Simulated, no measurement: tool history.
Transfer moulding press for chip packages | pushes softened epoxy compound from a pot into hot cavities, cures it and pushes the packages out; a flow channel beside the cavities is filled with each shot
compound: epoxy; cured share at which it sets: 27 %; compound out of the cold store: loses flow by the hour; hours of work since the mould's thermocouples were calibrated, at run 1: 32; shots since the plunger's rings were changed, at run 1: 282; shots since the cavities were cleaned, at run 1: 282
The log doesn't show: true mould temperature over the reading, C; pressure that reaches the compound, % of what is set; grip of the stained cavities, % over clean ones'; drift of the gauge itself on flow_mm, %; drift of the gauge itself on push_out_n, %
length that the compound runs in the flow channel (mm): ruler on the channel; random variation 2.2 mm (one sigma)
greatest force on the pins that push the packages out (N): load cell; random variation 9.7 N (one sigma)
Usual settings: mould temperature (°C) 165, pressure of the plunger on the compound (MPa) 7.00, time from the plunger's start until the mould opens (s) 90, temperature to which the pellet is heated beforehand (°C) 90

| run | hour | mould temperature (°C) | pressure of the plunger on the compound (MPa) | time from the plunger's start until the mould opens (s) | temperature to which the pellet is heated beforehand (°C) | hours of work since the mould's thermocouples were calibrated | shots since the plunger's rings were changed | shots since the cavities were cleaned | incoming compound's hours out of the cold store | length that the compound runs in the flow channel (mm) | greatest force on the pins that push the packages out (N) |
|---|---|---|---|---|---|---|---|---|---|---|---|
| 1 | 0.0 | 165 | 7.00 | 90 | 90 | 32 | 282 | 282 | 34.5 | 913 | 441 |
| 2 | 12.9 | 165 | 8.62 | 90 | 90 | 42 | 458 | 458 | 26.0 | 1051 | 450 |
| 3 | 18.9 | 165 | 8.62 | 90 | 90 | 47 | 540 | 540 | 43.2 | 973 | 432 |
| 4 | 25.8 | 165 | 8.62 | 90 | 90 | 52 | 635 | 635 | 45.8 | 960 | 451 |
| 5 | 33.1 | 165 | 8.62 | 90 | 90 | 58 | 735 | 735 | 9.9 | 1135 | 457 |
| 6 | 39.5 | 165 | 8.62 | 90 | 90 | 62 | 822 | 822 | 44.4 | 965 | 431 |
| 7 | 48.1 | 165 | 8.62 | 90 | 90 | 69 | 940 | 940 | 35.8 | 1007 | 438 |
| 8 | 57.6 | 165 | 8.62 | 90 | 90 | 76 | 1069 | 1069 | 41.2 | 979 | 426 |
|  | 66.3 | cavities cleaned with cleaning compound and waxed |
| 9 | 68.8 | 165 | 8.62 | 90 | 90 | 83 | 1202 | 34 | 10.1 | 1130 | 457 |
| 10 | 78.8 | 165 | 7.00 | 90 | 90 | 91 | 1339 | 171 | 11.9 | 1014 | 459 |
| 11 | 85.4 | 165 | 7.00 | 90 | 90 | 96 | 1430 | 262 | 18.8 | 983 | 440 |
| 12 | 94.2 | 165 | 7.00 | 90 | 90 | 103 | 1550 | 382 | 8.8 | 1026 | 457 |
| 13 | 99.9 | 165 | 7.00 | 120 | 90 | 107 | 1628 | 460 | 39.4 | 893 | 372 |

Forecast run 14:
| 14 | 110.0 | 167 | 7.95 | 73 | 83 | 115 | 1766 | 598 | 40.8 | ? | ? |

Run 14 gave length that the compound runs in the flow channel (mm) 939, greatest force on the pins that push the packages out (N) 584.
Without the tool's hidden state the same run would have given length that the compound runs in the flow channel (mm) 939, greatest force on the pins that push the packages out (N) 580.

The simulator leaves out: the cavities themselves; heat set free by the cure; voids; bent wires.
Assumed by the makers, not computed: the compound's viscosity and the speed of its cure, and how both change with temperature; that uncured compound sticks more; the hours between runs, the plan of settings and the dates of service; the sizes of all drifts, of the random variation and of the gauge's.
